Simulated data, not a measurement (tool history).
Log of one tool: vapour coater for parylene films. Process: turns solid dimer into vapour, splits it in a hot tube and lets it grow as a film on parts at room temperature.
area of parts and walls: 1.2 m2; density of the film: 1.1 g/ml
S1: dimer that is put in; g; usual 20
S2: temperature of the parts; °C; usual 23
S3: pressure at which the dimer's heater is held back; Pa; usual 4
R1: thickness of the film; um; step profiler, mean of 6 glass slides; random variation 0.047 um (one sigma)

run,hour,S1,S2,S3,R1
1,0,20,23,4,12.08
2,38.2,9,23,4,5.39
3,72.4,9,23,4,5.42
4,112,9,23,4,5.44
5,160.8,9,23,4,5.41
6,191.5,9,23,2.25,5.83
7,221.1,9,23,2.25,5.87
8,267,8,23,4,4.85
9,293.9,8,23,4,4.8
10,333.6,8,23,4,4.82
11,367.1,27,23,2.53,17.35
12,390.8,27,23,2.53,17.34
13,439.7,14,20,7.78,8.56
14,470.4,28,20,2.14,20.37
15,522.4,28,20,2.14,20.39
16,571.3,28,20,2.14,20.43
17,614.2,20,16,4,14.8
18,657.7,20,16,4,14.9

Not shown: 1 entry that the log had between the listed runs. Between which runs, and how does the tool's hidden state differ before and after?
Between runs 6 and 7: trap's valve overhauled (hour 219.2)
  vapour lost through the trap's worn valve, %: 0.3 -> 0
